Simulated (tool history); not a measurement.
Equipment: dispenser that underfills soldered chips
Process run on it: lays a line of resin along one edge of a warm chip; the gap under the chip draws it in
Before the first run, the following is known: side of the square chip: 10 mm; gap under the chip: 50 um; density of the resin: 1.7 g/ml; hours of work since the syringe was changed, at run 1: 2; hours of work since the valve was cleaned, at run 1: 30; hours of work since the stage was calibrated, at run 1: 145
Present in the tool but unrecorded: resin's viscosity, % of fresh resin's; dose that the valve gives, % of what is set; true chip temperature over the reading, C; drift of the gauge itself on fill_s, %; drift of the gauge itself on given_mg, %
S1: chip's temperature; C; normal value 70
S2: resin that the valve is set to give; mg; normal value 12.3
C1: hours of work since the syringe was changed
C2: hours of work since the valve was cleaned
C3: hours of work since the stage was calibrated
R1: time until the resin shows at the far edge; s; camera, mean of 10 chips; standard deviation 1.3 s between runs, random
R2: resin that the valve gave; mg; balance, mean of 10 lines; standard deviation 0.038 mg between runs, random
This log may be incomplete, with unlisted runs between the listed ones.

| run | hour | S1 | S2 | C1 | C2 | C3 | R1 | R2 |
|---|---|---|---|---|---|---|---|---|
| 1 | 0.0 | 70 | 12.3 | 2 | 30 | 145 | 147.9 | 12.01 |
| 2 | 3.7 | 64 | 12.3 | 5 | 32 | 147 | 220.5 | 12.09 |
| 3 | 8.3 | 64 | 12.3 | 8 | 35 | 150 | 257.9 | 11.96 |
|  | 10.4 | new syringe of resin |
| 4 | 14.3 | 70 | 12.3 | 3 | 39 | 154 | 149.4 | 11.89 |
| 5 | 18.4 | 70 | 15.4 | 5 | 42 | 157 | 170.2 | 15.03 |
|  | 23.7 | new syringe of resin |
| 6 | 24.4 | 70 | 15.4 | 0 | 46 | 160 | 129.2 | 14.82 |
| 7 | 30.2 | 70 | 15.4 | 4 | 49 | 164 | 161.6 | 14.82 |
| 8 | 35.5 | 70 | 14.9 | 8 | 53 | 168 | 195.3 | 14.31 |
|  | 37.1 | new syringe of resin |
|  | 41.5 | dispensing valve cleaned and set on the balance |
| 9 | 43.7 | 70 | 14.9 | 4 | 1 | 172 | 155.0 | 14.91 |
| 10 | 49.5 | 70 | 14.9 | 8 | 5 | 176 | 195.8 | 14.80 |
|  | 51.4 | new syringe of resin |
| 11 | 56.0 | 70 | 14.9 | 3 | 9 | 180 | 148.9 | 14.81 |
| 12 | 60.4 | 70 | 12.3 | 6 | 12 | 183 | 180.6 | 12.17 |
|  | 64.9 | new syringe of resin |
| 13 | 65.8 | 70 | 14.3 | 1 | 16 | 187 | 132.1 | 14.12 |
| 14 | 70.4 | 70 | 14.3 | 4 | 19 | 190 | 156.3 | 14.06 |
| 15 | 76.4 | 81 | 12.3 | 8 | 23 | 194 | 124.7 | 12.04 |
|  | 78.2 | new syringe of resin |
| 16 | 80.9 | 70 | 13.3 | 2 | 26 | 196 | 146.2 | 13.03 |
| 17 | 85.2 | 70 | 12.3 | 5 | 28 | 199 | 174.6 | 11.98 |
| 18 | 90.0 | 70 | 12.3 | 8 | 32 | 203 | 208.6 | 11.95 |
|  | 91.7 | new syringe of resin |
| 19 | 95.3 | 69 | 15.2 | 2 | 35 | 206 | 153.7 | 14.66 |
| 20 | 102.0 | 79 | 13.6 | 7 | 39 | 210 | 131.1 | 13.10 |
|  | 105.4 | new syringe of resin |
| 21 | 108.0 | 59 | 11.2 | 2 | 43 | 214 | 252.2 | 10.81 |
| 22 | 114.2 | 74 | 10.9 | 6 | 47 | 218 | 162.7 | 10.40 |
| 23 | 117.7 | 57 | 11.1 | 8 | 50 | 221 | 403.2 | 10.66 |
|  | 118.6 | new syringe of resin |
| 24 | 122.6 | 57 | 11.1 | 3 | 53 | 224 | 290.4 | 10.59 |
|  | 128.6 | dispensing valve cleaned and set on the balance |
| 25 | 130.3 | 57 | 11.1 | 7 | 1 | 228 | 365.5 | 11.13 |
|  | 133.0 | new syringe of resin |
| 26 | 136.4 | 68 | 12.8 | 2 | 5 | 232 | 157.6 | 12.79 |
| 27 | 142.9 | 58 | 15.5 | 7 | 9 | 236 | 320.5 | 15.37 |
|  | 146.5 | new syringe of resin |
| 28 | 147.6 | 75 | 13.3 | 1 | 12 | 239 | 108.3 | 13.10 |
| 29 | 150.6 | 75 | 13.3 | 3 | 14 | 241 | 120.1 | 13.13 |
| 30 | 154.9 | 55 | 15.4 | 6 | 17 | 244 | 349.0 | 15.20 |
| 31 | 158.1 | 68 | 11.1 | 8 | 19 | 246 | 221.5 | 10.92 |
|  | 159.7 | new syringe of resin |
| 32 | 165.5 | 68 | 11.1 | 4 | 24 | 251 | 182.1 | 10.88 |
|  | 173.0 | new syringe of resin |
| 33 | 173.0 | 72 | 12.3 | 0 | 29 | 256 | 121.2 | 12.03 |
| 34 | 176.8 | 66 | 15.4 | 2 | 31 | 258 | 175.4 | 14.99 |
| 35 | 180.8 | 83 | 13.5 | 5 | 34 | 261 | 98.0 | 13.09 |
| 36 | 185.2 | 74 | 12.3 | 8 | 37 | 264 | 171.7 | 11.89 |

Table of differences, measured result less the result of that run with no hidden state. Run-to-run variation is the same in both. Gauge scatter possibly is not:
| run | R1 | R2 |
|---|---|---|
| 1 | +20.8 | -0.27 |
| 2 | +56.3 | -0.29 |
| 3 | +96.7 | -0.32 |
| 4 | +24.8 | -0.36 |
| 5 | +47.8 | -0.48 |
| 6 | +7.1 | -0.53 |
| 7 | +38.7 | -0.59 |
| 8 | +74.0 | -0.60 |
| 9 | +33.8 | -0.02 |
| 10 | +72.8 | -0.07 |
| 11 | +28.7 | -0.12 |
| 12 | +57.2 | -0.13 |
| 13 | +10.0 | -0.19 |
| 14 | +35.0 | -0.24 |
| 15 | +47.9 | -0.24 |
| 16 | +22.1 | -0.29 |
| 17 | +49.0 | -0.31 |
| 18 | +83.2 | -0.33 |
| 19 | +25.4 | -0.45 |
| 20 | +46.3 | -0.47 |
| 21 | +40.1 | -0.42 |
| 22 | +54.4 | -0.44 |
| 23 | +169.4 | -0.48 |
| 24 | +52.4 | -0.51 |
| 25 | +129.9 | -0.01 |
| 26 | +24.0 | -0.06 |
| 27 | +108.7 | -0.13 |
| 28 | +8.4 | -0.15 |
| 29 | +21.5 | -0.17 |
| 30 | +106.1 | -0.23 |
| 31 | +85.2 | -0.18 |
| 32 | +42.4 | -0.23 |
| 33 | +6.0 | -0.31 |
| 34 | +30.4 | -0.41 |
| 35 | +28.3 | -0.39 |
| 36 | +68.9 | -0.39 |
